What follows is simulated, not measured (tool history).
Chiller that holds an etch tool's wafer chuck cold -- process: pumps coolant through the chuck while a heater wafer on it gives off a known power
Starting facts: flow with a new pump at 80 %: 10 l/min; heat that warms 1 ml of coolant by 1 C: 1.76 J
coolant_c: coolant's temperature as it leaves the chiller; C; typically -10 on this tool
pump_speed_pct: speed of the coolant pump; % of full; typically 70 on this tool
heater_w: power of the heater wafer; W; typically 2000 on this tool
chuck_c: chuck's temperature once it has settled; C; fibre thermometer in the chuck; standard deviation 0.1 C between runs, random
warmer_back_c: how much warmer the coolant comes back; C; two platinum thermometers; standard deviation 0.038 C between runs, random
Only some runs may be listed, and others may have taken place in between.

Run 1, day 0: usual settings. Result: chuck_c 5.1 C, warmer_back_c 7.89 C.
Run 2, day 1.429: usual settings. Result: chuck_c 5.4 C, warmer_back_c 7.96 C.
Run 3, day 2.625: usual settings. Result: chuck_c 5.3 C, warmer_back_c 8.04 C.
Run 4, day 4.196: usual settings. Result: chuck_c 5.2 C, warmer_back_c 7.94 C.
Run 5, day 5.596: usual settings but heater_w 1432 W. Result: chuck_c 0.8 C, warmer_back_c 5.72 C.
Run 6, day 7.662: usual settings but heater_w 1617 W. Result: chuck_c 2.4 C, warmer_back_c 6.41 C.
Run 7, day 9.446: usual settings but heater_w 1617 W. Result: chuck_c 2.4 C, warmer_back_c 6.42 C.
Run 8, day 10.646: usual settings but pump_speed_pct 63 % of full. Result: chuck_c 6.6 C, warmer_back_c 8.89 C.
Run 9, day 12.308: usual settings but pump_speed_pct 62 % of full. Result: chuck_c 6.8 C, warmer_back_c 9.05 C.
Run 10, day 14.067: usual settings but pump_speed_pct 62 % of full. Result: chuck_c 7 C, warmer_back_c 9.01 C.
Run 11, day 15.433: usual settings but pump_speed_pct 62 % of full. Result: chuck_c 6.8 C, warmer_back_c 9.06 C.
Run 12, day 16.408: usual settings but pump_speed_pct 62 % of full. Result: chuck_c 6.9 C, warmer_back_c 9.04 C.
Run 13, day 18.458: usual settings but pump_speed_pct 62 % of full. Result: chuck_c 6.8 C, warmer_back_c 9.08 C.
Run 14, day 19.921: usual settings but coolant_c -13 C, pump_speed_pct 72 % of full, heater_w 2631 W. Result: chuck_c 6.9 C, warmer_back_c 10.34 C.
Run 15, day 22.142: usual settings but coolant_c -13 C, pump_speed_pct 72 % of full, heater_w 2631 W. Result: chuck_c 7.1 C, warmer_back_c 10.3 C.
Run 16, day 23.042: usual settings but coolant_c -13 C, pump_speed_pct 72 % of full, heater_w 2631 W. Result: chuck_c 6.9 C, warmer_back_c 10.31 C.
Run 17, day 24.904: usual settings but pump_speed_pct 85 % of full, heater_w 1928 W. Result: chuck_c 3.1 C, warmer_back_c 6.42 C.
Run 18, day 26.804: usual settings but pump_speed_pct 85 % of full, heater_w 1928 W. Result: chuck_c 2.9 C, warmer_back_c 6.44 C.
Run 19, day 28.15: usual settings but coolant_c -9 C, heater_w 1316 W. Result: chuck_c 1.2 C, warmer_back_c 5.3 C.
Run 20, day 29.662: usual settings but coolant_c -9 C, pump_speed_pct 67 % of full, heater_w 1569 W. Result: chuck_c 3.6 C, warmer_back_c 6.63 C.
Run 21, day 31.617: usual settings but heater_w 1860 W. Result: chuck_c 4.5 C, warmer_back_c 7.49 C.
Run 22, day 33.088: usual settings but heater_w 1860 W. Result: chuck_c 4.5 C, warmer_back_c 7.59 C.
Run 23, day 34.312: usual settings but pump_speed_pct 87 % of full. Result: chuck_c 3.4 C, warmer_back_c 6.57 C.
Run 24, day 36.1: usual settings but pump_speed_pct 72 % of full, heater_w 1259 W. Result: chuck_c -0.3 C, warmer_back_c 5.05 C.

Each row is a separate what-if for the run after 24, all from the same tool condition, not one after another. Results?
Run A, day 37.846: usual settings but heater_w 2804 W. Result: chuck_c ?, warmer_back_c ?.
Run B, day 37.846: usual settings but pump_speed_pct 89 % of full. Result: chuck_c ?, warmer_back_c ?.
Run C, day 37.846: usual settings but coolant_c -3 C. Result: chuck_c ?, warmer_back_c ?.

run  chuck_c  warmer_back_c
  A     11.9          11.36
  B      3.1           6.49
  C     12.5           8.08
Without the tool's unlogged condition, the same runs would have read:
run  chuck_c  warmer_back_c
  A     10.7          10.82
  B      2.3           6.18
  C     11.6           7.69
